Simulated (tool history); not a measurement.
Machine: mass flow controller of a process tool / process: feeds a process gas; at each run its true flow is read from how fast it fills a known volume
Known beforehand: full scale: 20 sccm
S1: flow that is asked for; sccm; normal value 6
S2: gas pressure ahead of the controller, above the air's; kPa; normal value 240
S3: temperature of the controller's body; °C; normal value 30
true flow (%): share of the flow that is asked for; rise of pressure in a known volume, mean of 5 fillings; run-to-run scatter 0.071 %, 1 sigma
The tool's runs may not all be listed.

Run 1, hour 0.0: usual settings. Result: true flow (%) 103.99.
Run 2, hour 158.1: usual settings. Result: true flow (%) 104.13.
Run 3, hour 367.4: usual settings but S3 25 °C. Result: true flow (%) 103.70.
Run 4, hour 547.7: usual settings but S3 25 °C. Result: true flow (%) 103.73.
Run 5, hour 888.3: usual settings but S3 25 °C. Result: true flow (%) 103.92.
Run 6, hour 1222.2: usual settings but S3 25 °C. Result: true flow (%) 103.96.
Run 7, hour 1503.7: usual settings but S1 7 sccm, S3 25 °C. Result: true flow (%) 103.44.
Run 8, hour 1810.9: usual settings but S1 7 sccm, S3 25 °C. Result: true flow (%) 103.78.
Run 9, hour 2167.8: usual settings but S3 33 °C. Result: true flow (%) 104.89.
Run 10, hour 2375.5: usual settings but S1 12 sccm, S3 33 °C. Result: true flow (%) 103.30.
Run 11, hour 2585.0: usual settings but S1 12 sccm, S3 33 °C. Result: true flow (%) 103.56.
Run 12, hour 2788.2: usual settings but S2 191 kPa. Result: true flow (%) 104.55.

Run 13 has not been measured yet. What should we expect?
Run 13, hour 2967.1: usual settings but S2 146 kPa. Result: true flow (%) ?.

true flow (%): 104.39
The same run, on a tool lacking any hidden state, would have yielded true flow (%) 99.71.
